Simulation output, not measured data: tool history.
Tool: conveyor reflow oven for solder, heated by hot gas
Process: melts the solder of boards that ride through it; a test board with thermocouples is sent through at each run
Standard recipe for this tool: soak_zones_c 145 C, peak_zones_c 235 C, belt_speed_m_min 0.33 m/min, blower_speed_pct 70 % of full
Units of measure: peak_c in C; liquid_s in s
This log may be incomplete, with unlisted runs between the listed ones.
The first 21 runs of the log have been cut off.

run    hour  soak_zones_c  peak_zones_c  belt_speed_m_min  blower_speed_pct  peak_c  liquid_s
 22  1428.1           137           228             0.291                55  215.98      92.8
 23  1465.5           137           228             0.291                55  216.19      92.6
 24  1532.8           134           236             0.291                55  222.82      98.7
 25  1585.2           145           229             0.322                70  218.92      91.2
 26  1619.9           152           239             0.343                61  225.14      94.4
 27    1702           152           232             0.343                62  219.08      88.9
 28  1756.3           152           246             0.343                62  231.68      99.7
     1802.8  -- flux residue cleaned out of gas plates and filters
 29  1838.9           145           235              0.33                78  227.05        97
 30    1882           147           235              0.33                87   228.6        99

Consider 4 possible next runs. They are alternatives, not a sequence: every one starts from the tool as it was left by run 30. What does each give?
  A  1929.4           145           235              0.33                65       ?         ?
  B  1929.4           145           236              0.33                70       ?         ?
  C  1929.4           151           235              0.33                87       ?         ?
  D  1929.4           147           232              0.33                68       ?         ?

run  peak_c  liquid_s
  A  223.99      93.8
  B  226.12        96
  C  229.03     101.6
  D  222.34      93.9
Without the tool's hidden state the same runs would have given:
run  peak_c  liquid_s
  A   222.6      91.7
  B  224.73        94
  C  227.66      99.7
  D  220.95      91.7
